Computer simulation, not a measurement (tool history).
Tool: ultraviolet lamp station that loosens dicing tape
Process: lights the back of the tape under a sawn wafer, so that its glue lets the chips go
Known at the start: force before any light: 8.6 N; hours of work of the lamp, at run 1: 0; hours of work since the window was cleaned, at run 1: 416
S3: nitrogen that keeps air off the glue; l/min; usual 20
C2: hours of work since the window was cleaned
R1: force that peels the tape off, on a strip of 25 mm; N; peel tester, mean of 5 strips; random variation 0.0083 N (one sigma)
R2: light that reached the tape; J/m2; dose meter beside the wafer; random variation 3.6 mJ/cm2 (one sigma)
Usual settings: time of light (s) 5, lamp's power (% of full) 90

run 1 hour=0.0 | time_of_light_(s)=5 lamp's_power_(%_of_full)=90 S3=20 | hours_of_work_of_the_lamp=0 C2=416 | R1=0.368 R2=5730
run 2 hour=61.3 | time_of_light_(s)=5 lamp's_power_(%_of_full)=90 S3=20 | hours_of_work_of_the_lamp=34 C2=449 | R1=0.387 R2=5600
run 3 hour=133.7 | time_of_light_(s)=5 lamp's_power_(%_of_full)=61 S3=20 | hours_of_work_of_the_lamp=73 C2=489 | R1=0.972 R2=3700
run 4 hour=205.3 | time_of_light_(s)=5 lamp's_power_(%_of_full)=90 S3=15 | hours_of_work_of_the_lamp=112 C2=528 | R1=0.559 R2=5300
-- hour=233.2 window cleaned of glue's vapour
run 5 hour=251.4 | time_of_light_(s)=5 lamp's_power_(%_of_full)=90 S3=15 | hours_of_work_of_the_lamp=137 C2=10 | R1=0.501 R2=5580
run 6 hour=281.2 | time_of_light_(s)=5 lamp's_power_(%_of_full)=72 S3=20 | hours_of_work_of_the_lamp=153 C2=26 | R1=0.629 R2=4420
run 7 hour=322.5 | time_of_light_(s)=5 lamp's_power_(%_of_full)=90 S3=20 | hours_of_work_of_the_lamp=176 C2=49 | R1=0.402 R2=5480
run 8 hour=379.0 | time_of_light_(s)=5 lamp's_power_(%_of_full)=90 S3=8 | hours_of_work_of_the_lamp=207 C2=80 | R1=1.013 R2=5350

Run 9 comes next. What will it give?
run 9 hour=450.9 | time_of_light_(s)=5 lamp's_power_(%_of_full)=90 S3=8 | hours_of_work_of_the_lamp=246 C2=119 | R1=? R2=?

R1: 1.025 N
R2: 5190 J/m2
Without the tool's hidden state the same run would have given R1 0.760 N, R2 6030 J/m2.
